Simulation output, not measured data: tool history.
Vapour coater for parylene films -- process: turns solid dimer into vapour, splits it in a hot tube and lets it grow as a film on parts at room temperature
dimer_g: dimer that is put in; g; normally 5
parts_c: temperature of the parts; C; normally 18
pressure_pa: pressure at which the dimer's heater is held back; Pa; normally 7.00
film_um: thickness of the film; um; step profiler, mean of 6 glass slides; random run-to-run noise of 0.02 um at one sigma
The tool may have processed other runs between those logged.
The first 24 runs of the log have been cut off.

| run | hour | dimer_g | parts_c | pressure_pa | film_um |
|---|---|---|---|---|---|
| 25 | 1073.9 | 8 | 18 | 3.17 | 1.49 |
| 26 | 1105.6 | 4 | 12 | 6.05 | 0.79 |
| 27 | 1157.9 | 3 | 12 | 6.05 | 0.59 |
| 28 | 1207.5 | 3 | 12 | 6.05 | 0.57 |
| 29 | 1250.3 | 2 | 18 | 9.04 | 0.32 |
| 30 | 1307.3 | 2 | 18 | 9.04 | 0.30 |
|  | 1339.5 | trap's valve overhauled |
| 31 | 1341.5 | 5 | 25 | 7.40 | 0.79 |
| 32 | 1400.9 | 5 | 25 | 7.40 | 0.80 |
| 33 | 1458.1 | 5 | 12 | 6.80 | 1.11 |
| 34 | 1493.3 | 4 | 16 | 7.10 | 0.81 |
| 35 | 1519.4 | 6 | 16 | 11.05 | 1.11 |
| 36 | 1552.9 | 9 | 18 | 7.00 | 1.69 |
| 37 | 1607.4 | 9 | 18 | 7.00 | 1.69 |
| 38 | 1649.3 | 9 | 11 | 3.54 | 2.15 |
| 39 | 1708.7 | 2 | 22 | 3.83 | 0.36 |
| 40 | 1753.4 | 2 | 22 | 3.83 | 0.34 |
| 41 | 1782.8 | 4 | 13 | 9.08 | 0.75 |
| 42 | 1810.9 | 4 | 13 | 9.08 | 0.78 |
| 43 | 1853.9 | 5 | 15 | 7.00 | 0.96 |
| 44 | 1910.3 | 8 | 18 | 7.94 | 1.40 |
|  | 1966.1 | table's thermometer calibrated |
| 45 | 1968.3 | 5 | 18 | 10.76 | 0.80 |
| 46 | 2026.1 | 7 | 18 | 2.55 | 1.36 |

3 ways to go on from here, each from the tool as it stands after run 46. What would each give?
| A | 2071.8 | 2 | 25 | 3.48 | ? |
| B | 2071.8 | 3 | 18 | 2.12 | ? |
| C | 2071.8 | 4 | 11 | 7.00 | ? |

| run | film_um |
|---|---|
| A | 0.33 |
| B | 0.59 |
| C | 0.76 |
With no hidden state in the tool, these same runs would have given:
| run | film_um |
|---|---|
| A | 0.36 |
| B | 0.65 |
| C | 0.84 |

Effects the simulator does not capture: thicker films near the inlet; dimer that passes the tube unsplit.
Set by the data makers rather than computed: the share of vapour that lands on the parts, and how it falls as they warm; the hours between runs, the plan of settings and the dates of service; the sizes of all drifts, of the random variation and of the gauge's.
